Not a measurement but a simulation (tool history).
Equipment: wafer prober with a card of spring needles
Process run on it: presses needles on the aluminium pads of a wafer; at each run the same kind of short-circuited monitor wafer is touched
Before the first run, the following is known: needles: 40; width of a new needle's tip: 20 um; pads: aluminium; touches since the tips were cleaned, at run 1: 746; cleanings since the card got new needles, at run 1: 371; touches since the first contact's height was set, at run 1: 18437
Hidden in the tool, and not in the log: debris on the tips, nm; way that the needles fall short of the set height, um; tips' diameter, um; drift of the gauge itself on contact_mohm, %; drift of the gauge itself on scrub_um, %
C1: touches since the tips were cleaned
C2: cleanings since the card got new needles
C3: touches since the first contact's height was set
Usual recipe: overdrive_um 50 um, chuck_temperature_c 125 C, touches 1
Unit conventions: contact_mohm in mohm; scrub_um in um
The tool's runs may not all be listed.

run 1 hour=0.0 | overdrive_um=50 chuck_temperature_c=125 touches=1 | C1=746 C2=371 C3=18437 | contact_mohm=301 scrub_um=6.19
-- hour=2.6 tips cleaned on abrasive film
-- hour=6.1 tips cleaned on abrasive film
-- hour=9.6 tips cleaned on abrasive film
-- hour=13.9 tips cleaned on abrasive film
-- hour=17.3 tips cleaned on abrasive film
-- hour=21.6 tips cleaned on abrasive film
-- hour=26.0 tips cleaned on abrasive film
-- hour=29.4 tips cleaned on abrasive film
-- hour=32.9 tips cleaned on abrasive film
-- hour=37.2 tips cleaned on abrasive film
-- hour=40.7 tips cleaned on abrasive film
run 2 hour=41.5 | overdrive_um=50 chuck_temperature_c=125 touches=1 | C1=422 C2=382 C3=40179 | contact_mohm=276 scrub_um=6.08
-- hour=44.9 tips cleaned on abrasive film
-- hour=49.2 tips cleaned on abrasive film
-- hour=53.5 tips cleaned on abrasive film
-- hour=57.0 tips cleaned on abrasive film
-- hour=61.3 tips cleaned on abrasive film
-- hour=65.6 tips cleaned on abrasive film
-- hour=69.9 tips cleaned on abrasive film
-- hour=74.2 tips cleaned on abrasive film
run 3 hour=76.4 | overdrive_um=50 chuck_temperature_c=125 touches=1 | C1=1159 C2=390 C3=58575 | contact_mohm=324 scrub_um=5.89
-- hour=78.2 tips cleaned on abrasive film
-- hour=82.5 tips cleaned on abrasive film
-- hour=86.8 tips cleaned on abrasive film
-- hour=91.1 tips cleaned on abrasive film
-- hour=95.4 tips cleaned on abrasive film
-- hour=98.9 tips cleaned on abrasive film
run 4 hour=100.9 | overdrive_um=50 chuck_temperature_c=125 touches=1 | C1=1102 C2=396 C3=71472 | contact_mohm=322 scrub_um=6.02
-- hour=102.7 tips cleaned on abrasive film
-- hour=106.2 tips cleaned on abrasive film
-- hour=110.5 tips cleaned on abrasive film
-- hour=114.0 tips cleaned on abrasive film
-- hour=118.3 tips cleaned on abrasive film
-- hour=121.7 tips cleaned on abrasive film
-- hour=126.0 tips cleaned on abrasive film
-- hour=129.5 tips cleaned on abrasive film
-- hour=133.8 tips cleaned on abrasive film
-- hour=137.3 tips cleaned on abrasive film
-- hour=141.6 tips cleaned on abrasive film
run 5 hour=143.9 | overdrive_um=50 chuck_temperature_c=38 touches=1 | C1=1220 C2=407 C3=94013 | contact_mohm=347 scrub_um=5.86
-- hour=145.6 tips cleaned on abrasive film
-- hour=157.6 card fitted with new needles
-- hour=161.1 tips cleaned on abrasive film
-- hour=165.4 tips cleaned on abrasive film
-- hour=169.7 tips cleaned on abrasive film
-- hour=173.2 tips cleaned on abrasive film
-- hour=176.7 tips cleaned on abrasive film
-- hour=181.0 tips cleaned on abrasive film
-- hour=185.3 tips cleaned on abrasive film
-- hour=189.0 tips cleaned on abrasive film
run 6 hour=189.0 | overdrive_um=50 chuck_temperature_c=38 touches=1 | C1=0 C2=8 C3=16483 | contact_mohm=191 scrub_um=6.41
-- hour=192.5 tips cleaned on abrasive film
-- hour=196.8 tips cleaned on abrasive film
-- hour=201.1 tips cleaned on abrasive film
-- hour=204.6 tips cleaned on abrasive film
-- hour=208.1 tips cleaned on abrasive film
-- hour=212.4 tips cleaned on abrasive film
run 7 hour=212.9 | overdrive_um=50 chuck_temperature_c=38 touches=1 | C1=272 C2=14 C3=29003 | contact_mohm=204 scrub_um=6.25
-- hour=216.3 tips cleaned on abrasive film
-- hour=220.7 tips cleaned on abrasive film
-- hour=225.0 tips cleaned on abrasive film
-- hour=228.4 tips cleaned on abrasive film
-- hour=231.9 tips cleaned on abrasive film
run 8 hour=233.5 | overdrive_um=32 chuck_temperature_c=125 touches=1 | C1=872 C2=19 C3=39855 | contact_mohm=302 scrub_um=3.93
-- hour=236.1 tips cleaned on abrasive film
-- hour=240.5 tips cleaned on abrasive film
-- hour=243.9 tips cleaned on abrasive film
-- hour=248.2 tips cleaned on abrasive film
-- hour=251.7 tips cleaned on abrasive film
-- hour=256.0 tips cleaned on abrasive film
-- hour=260.3 tips cleaned on abrasive film
run 9 hour=261.5 | overdrive_um=32 chuck_temperature_c=125 touches=1 | C1=627 C2=26 C3=54545 | contact_mohm=304 scrub_um=3.75
-- hour=264.1 tips cleaned on abrasive film
-- hour=268.4 tips cleaned on abrasive film
-- hour=272.7 tips cleaned on abrasive film
-- hour=277.0 tips cleaned on abrasive film
run 10 hour=279.5 | overdrive_um=32 chuck_temperature_c=125 touches=1 | C1=1328 C2=30 C3=64037 | contact_mohm=353 scrub_um=3.71
-- hour=281.3 tips cleaned on abrasive film
-- hour=285.6 tips cleaned on abrasive film
-- hour=289.9 tips cleaned on abrasive film
-- hour=293.4 tips cleaned on abrasive film
-- hour=296.8 tips cleaned on abrasive film
-- hour=301.1 tips cleaned on abrasive film
-- hour=304.6 tips cleaned on abrasive film
run 11 hour=305.7 | overdrive_um=32 chuck_temperature_c=125 touches=1 | C1=562 C2=37 C3=77755 | contact_mohm=302 scrub_um=3.67
-- hour=308.3 tips cleaned on abrasive film
-- hour=311.7 tips cleaned on abrasive film
-- hour=316.1 tips cleaned on abrasive film
-- hour=320.4 tips cleaned on abrasive film
-- hour=324.7 tips cleaned on abrasive film
-- hour=329.0 tips cleaned on abrasive film
-- hour=332.5 tips cleaned on abrasive film
run 12 hour=334.0 | overdrive_um=32 chuck_temperature_c=125 touches=1 | C1=847 C2=44 C3=92662 | contact_mohm=323 scrub_um=3.41
-- hour=336.6 tips cleaned on abrasive film
-- hour=340.1 tips cleaned on abrasive film
-- hour=343.6 tips cleaned on abrasive film
-- hour=347.9 tips cleaned on abrasive film
-- hour=352.2 tips cleaned on abrasive film
-- hour=356.5 tips cleaned on abrasive film
-- hour=360.8 tips cleaned on abrasive film
-- hour=365.1 tips cleaned on abrasive film
-- hour=369.4 tips cleaned on abrasive film
-- hour=373.8 tips cleaned on abrasive film
run 13 hour=375.5 | overdrive_um=32 chuck_temperature_c=125 touches=1 | C1=951 C2=54 C3=114480 | contact_mohm=366 scrub_um=3.48
-- hour=377.3 tips cleaned on abrasive film
-- hour=381.6 tips cleaned on abrasive film
-- hour=385.9 tips cleaned on abrasive film
-- hour=390.2 tips cleaned on abrasive film
-- hour=393.7 tips cleaned on abrasive film
run 14 hour=394.1 | overdrive_um=50 chuck_temperature_c=47 touches=2 | C1=243 C2=59 C3=124245 | contact_mohm=206 scrub_um=5.66
-- hour=397.6 tips cleaned on abrasive film
-- hour=400.4 height of the first contact set anew
-- hour=402.2 tips cleaned on abrasive film
-- hour=405.7 tips cleaned on abrasive film
-- hour=409.2 tips cleaned on abrasive film
-- hour=413.5 tips cleaned on abrasive film
-- hour=416.9 tips cleaned on abrasive film
-- hour=420.4 tips cleaned on abrasive film
run 15 hour=422.3 | overdrive_um=52 chuck_temperature_c=125 touches=1 | C1=1004 C2=66 C3=11438 | contact_mohm=250 scrub_um=6.61
-- hour=424.0 tips cleaned on abrasive film
-- hour=428.4 tips cleaned on abrasive film
-- hour=432.7 tips cleaned on abrasive film
-- hour=436.1 tips cleaned on abrasive film
-- hour=439.6 tips cleaned on abrasive film
-- hour=443.9 tips cleaned on abrasive film
-- hour=448.2 tips cleaned on abrasive film
-- hour=452.5 tips cleaned on abrasive film
-- hour=456.8 tips cleaned on abrasive film
run 16 hour=460.0 | overdrive_um=50 chuck_temperature_c=31 touches=1 | C1=1700 C2=75 C3=31282 | contact_mohm=267 scrub_um=6.18
-- hour=460.9 tips cleaned on abrasive film
-- hour=465.2 tips cleaned on abrasive film
-- hour=468.7 tips cleaned on abrasive film
-- hour=473.0 tips cleaned on abrasive film
-- hour=477.3 tips cleaned on abrasive film
-- hour=481.6 tips cleaned on abrasive film
run 17 hour=484.6 | overdrive_um=51 chuck_temperature_c=26 touches=1 | C1=1600 C2=81 C3=44223 | contact_mohm=265 scrub_um=6.37
-- hour=485.6 tips cleaned on abrasive film
-- hour=489.9 tips cleaned on abrasive film
-- hour=494.2 tips cleaned on abrasive film
-- hour=497.6 tips cleaned on abrasive film
-- hour=501.9 tips cleaned on abrasive film
run 18 hour=503.4 | overdrive_um=51 chuck_temperature_c=26 touches=1 | C1=800 C2=86 C3=54097 | contact_mohm=236 scrub_um=6.26
-- hour=506.1 tips cleaned on abrasive film
-- hour=509.5 tips cleaned on abrasive film
-- hour=513.8 tips cleaned on abrasive film
-- hour=517.3 tips cleaned on abrasive film
-- hour=521.6 tips cleaned on abrasive film
-- hour=525.9 tips cleaned on abrasive film
-- hour=530.2 tips cleaned on abrasive film
-- hour=534.5 tips cleaned on abrasive film
run 19 hour=535.8 | overdrive_um=56 chuck_temperature_c=117 touches=1 | C1=657 C2=94 C3=71085 | contact_mohm=236 scrub_um=6.74
-- hour=538.4 tips cleaned on abrasive film
-- hour=542.7 tips cleaned on abrasive film
-- hour=547.0 tips cleaned on abrasive film
-- hour=551.3 tips cleaned on abrasive film
-- hour=554.8 tips cleaned on abrasive film
-- hour=559.1 tips cleaned on abrasive film
-- hour=562.6 tips cleaned on abrasive film
-- hour=566.1 tips cleaned on abrasive film
run 20 hour=566.1 | overdrive_um=46 chuck_temperature_c=125 touches=2 | C1=0 C2=102 C3=86996 | contact_mohm=223 scrub_um=5.27
-- hour=570.4 tips cleaned on abrasive film
-- hour=573.9 tips cleaned on abrasive film
-- hour=577.3 tips cleaned on abrasive film
-- hour=581.6 tips cleaned on abrasive film
-- hour=586.0 tips cleaned on abrasive film
-- hour=590.3 tips cleaned on abrasive film
-- hour=594.6 tips cleaned on abrasive film
-- hour=598.0 tips cleaned on abrasive film
-- hour=602.4 tips cleaned on abrasive film
run 21 hour=602.6 | overdrive_um=46 chuck_temperature_c=125 touches=2 | C1=156 C2=111 C3=106204 | contact_mohm=235 scrub_um=5.16

Below are 3 alternative next runs, each starting from the tool's condition after run 21. Predict each:
-- hour=606.1 tips cleaned on abrasive film
-- hour=609.6 tips cleaned on abrasive film
-- hour=613.9 tips cleaned on abrasive film
-- hour=618.2 tips cleaned on abrasive film
-- hour=622.5 tips cleaned on abrasive film
-- hour=626.8 tips cleaned on abrasive film
-- hour=631.1 tips cleaned on abrasive film
-- hour=634.6 tips cleaned on abrasive film
-- hour=638.9 tips cleaned on abrasive film
-- hour=642.4 tips cleaned on abrasive film
-- hour=643.2 height of the first contact set anew
run A hour=643.2 | overdrive_um=37 chuck_temperature_c=44 touches=1 | C1=265 C2=121 C3=0 | contact_mohm=? scrub_um=?
-- hour=606.1 tips cleaned on abrasive film
-- hour=609.6 tips cleaned on abrasive film
-- hour=613.9 tips cleaned on abrasive film
-- hour=618.2 tips cleaned on abrasive film
-- hour=622.5 tips cleaned on abrasive film
-- hour=626.8 tips cleaned on abrasive film
-- hour=631.1 tips cleaned on abrasive film
-- hour=634.6 tips cleaned on abrasive film
-- hour=638.9 tips cleaned on abrasive film
-- hour=642.4 tips cleaned on abrasive film
-- hour=643.2 height of the first contact set anew
run B hour=643.2 | overdrive_um=46 chuck_temperature_c=70 touches=2 | C1=265 C2=121 C3=0 | contact_mohm=? scrub_um=?
-- hour=606.1 tips cleaned on abrasive film
-- hour=609.6 tips cleaned on abrasive film
-- hour=613.9 tips cleaned on abrasive film
-- hour=618.2 tips cleaned on abrasive film
-- hour=622.5 tips cleaned on abrasive film
-- hour=626.8 tips cleaned on abrasive film
-- hour=631.1 tips cleaned on abrasive film
-- hour=634.6 tips cleaned on abrasive film
-- hour=638.9 tips cleaned on abrasive film
-- hour=642.4 tips cleaned on abrasive film
-- hour=643.2 height of the first contact set anew
run C hour=643.2 | overdrive_um=46 chuck_temperature_c=125 touches=2 | C1=265 C2=121 C3=0 | contact_mohm=? scrub_um=?

run=A contact_mohm=237 scrub_um=4.69
run=B contact_mohm=213 scrub_um=5.89
run=C contact_mohm=228 scrub_um=5.81
Without the tool's hidden state the same runs would have given:
run=A contact_mohm=199 scrub_um=4.69
run=B contact_mohm=196 scrub_um=5.89
run=C contact_mohm=211 scrub_um=5.81

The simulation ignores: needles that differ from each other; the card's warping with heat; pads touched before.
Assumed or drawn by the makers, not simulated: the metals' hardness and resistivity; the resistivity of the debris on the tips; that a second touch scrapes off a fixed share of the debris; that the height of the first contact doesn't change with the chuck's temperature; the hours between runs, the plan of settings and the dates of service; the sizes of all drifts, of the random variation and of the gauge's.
